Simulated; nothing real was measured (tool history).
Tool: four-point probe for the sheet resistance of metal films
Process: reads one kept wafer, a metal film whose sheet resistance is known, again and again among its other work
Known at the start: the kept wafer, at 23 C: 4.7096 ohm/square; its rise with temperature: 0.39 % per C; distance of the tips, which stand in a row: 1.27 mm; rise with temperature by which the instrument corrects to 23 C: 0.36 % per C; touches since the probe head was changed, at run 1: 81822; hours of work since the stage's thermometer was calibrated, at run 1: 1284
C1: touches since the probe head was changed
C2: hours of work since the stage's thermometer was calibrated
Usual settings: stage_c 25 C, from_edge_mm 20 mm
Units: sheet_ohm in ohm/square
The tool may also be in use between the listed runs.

Run 1, hour 0.0: usual settings; C1 81822; C2 1284. Result: sheet_ohm 4.722562 ohm/square.
Run 2, hour 26.7: usual settings but stage_c 34 C; C1 82812; C2 1300. Result: sheet_ohm 4.732247 ohm/square.
Run 3, hour 66.2: usual settings but stage_c 34 C; C1 84277; C2 1325. Result: sheet_ohm 4.733660 ohm/square.
Run 4, hour 98.1: usual settings but stage_c 34 C; C1 85459; C2 1344. Result: sheet_ohm 4.732673 ohm/square.
Run 5, hour 120.6: usual settings; C1 86292; C2 1358. Result: sheet_ohm 4.722968 ohm/square.
Run 6, hour 152.3: usual settings; C1 87467; C2 1378. Result: sheet_ohm 4.722549 ohm/square.
Run 7, hour 201.5: usual settings but stage_c 29 C; C1 89290; C2 1409. Result: sheet_ohm 4.727216 ohm/square.
Run 8, hour 232.9: usual settings but stage_c 31 C; C1 90454; C2 1428. Result: sheet_ohm 4.729066 ohm/square.
Run 9, hour 275.5: usual settings but stage_c 31 C; C1 92032; C2 1455. Result: sheet_ohm 4.728998 ohm/square.
Run 10, hour 301.1: usual settings; C1 92979; C2 1470. Result: sheet_ohm 4.721789 ohm/square.
Run 11, hour 341.9: usual settings but stage_c 27 C; C1 94493; C2 1496. Result: sheet_ohm 4.724187 ohm/square.
Run 12, hour 379.4: usual settings but stage_c 27 C; C1 95883; C2 1519. Result: sheet_ohm 4.723791 ohm/square.
Run 13, hour 420.2: usual settings but stage_c 27 C; C1 97393; C2 1544. Result: sheet_ohm 4.725662 ohm/square.
Run 14, hour 467.2: usual settings but stage_c 27 C; C1 99137; C2 1573. Result: sheet_ohm 4.725907 ohm/square.
Run 15, hour 492.9: usual settings but from_edge_mm 44 mm; C1 100088; C2 1589. Result: sheet_ohm 4.712920 ohm/square.
Run 16, hour 537.6: usual settings but stage_c 21 C, from_edge_mm 40 mm; C1 101745; C2 1617. Result: sheet_ohm 4.707856 ohm/square.
Run 17, hour 560.8: usual settings but stage_c 27 C, from_edge_mm 12 mm; C1 102603; C2 1631. Result: sheet_ohm 4.743045 ohm/square.
Run 18, hour 612.6: usual settings but stage_c 27 C, from_edge_mm 12 mm; C1 104523; C2 1664. Result: sheet_ohm 4.742692 ohm/square.
Run 19, hour 659.9: usual settings but stage_c 21 C, from_edge_mm 52 mm; C1 106275; C2 1693. Result: sheet_ohm 4.708572 ohm/square.
Run 20, hour 682.7: usual settings; C1 107121; C2 1707. Result: sheet_ohm 4.723190 ohm/square.
Run 21, hour 705.5: usual settings but stage_c 19 C, from_edge_mm 54 mm; C1 107967; C2 1721. Result: sheet_ohm 4.706081 ohm/square.
Run 22, hour 745.5: usual settings but stage_c 32 C, from_edge_mm 19 mm; C1 109450; C2 1746. Result: sheet_ohm 4.731310 ohm/square.
Run 23, hour 794.5: usual settings but stage_c 32 C, from_edge_mm 19 mm; C1 111264; C2 1777. Result: sheet_ohm 4.731513 ohm/square.
Run 24, hour 830.1: usual settings but stage_c 32 C, from_edge_mm 5 mm; C1 112584; C2 1799. Result: sheet_ohm 4.879297 ohm/square.
Run 25, hour 872.9: usual settings but stage_c 33 C, from_edge_mm 60 mm; C1 114169; C2 1825. Result: sheet_ohm 4.721784 ohm/square.
Run 26, hour 904.9: usual settings but stage_c 30 C, from_edge_mm 5 mm; C1 115354; C2 1845. Result: sheet_ohm 4.875603 ohm/square.
Run 27, hour 944.4: usual settings but stage_c 20 C, from_edge_mm 9 mm; C1 116819; C2 1870. Result: sheet_ohm 4.756169 ohm/square.

4 ways to go on from here, each from the tool as it stands after run 27. What would each give?
Run A, hour 990.1: usual settings but stage_c 21 C; C1 118511; C2 1898. Result: sheet_ohm ?.
Run B, hour 990.1: usual settings but stage_c 32 C, from_edge_mm 9 mm; C1 118511; C2 1898. Result: sheet_ohm ?.
Run C, hour 990.1: usual settings but from_edge_mm 8 mm; C1 118511; C2 1898. Result: sheet_ohm ?.
Run D, hour 990.1: usual settings but stage_c 31 C, from_edge_mm 30 mm; C1 118511; C2 1898. Result: sheet_ohm ?.

run  sheet_ohm
  A   4.715757
  B   4.769483
  C   4.776143
  D   4.722432
Without the tool's hidden state the same runs would have given:
run  sheet_ohm
  A   4.715642
  B   4.769369
  C   4.776027
  D   4.722319
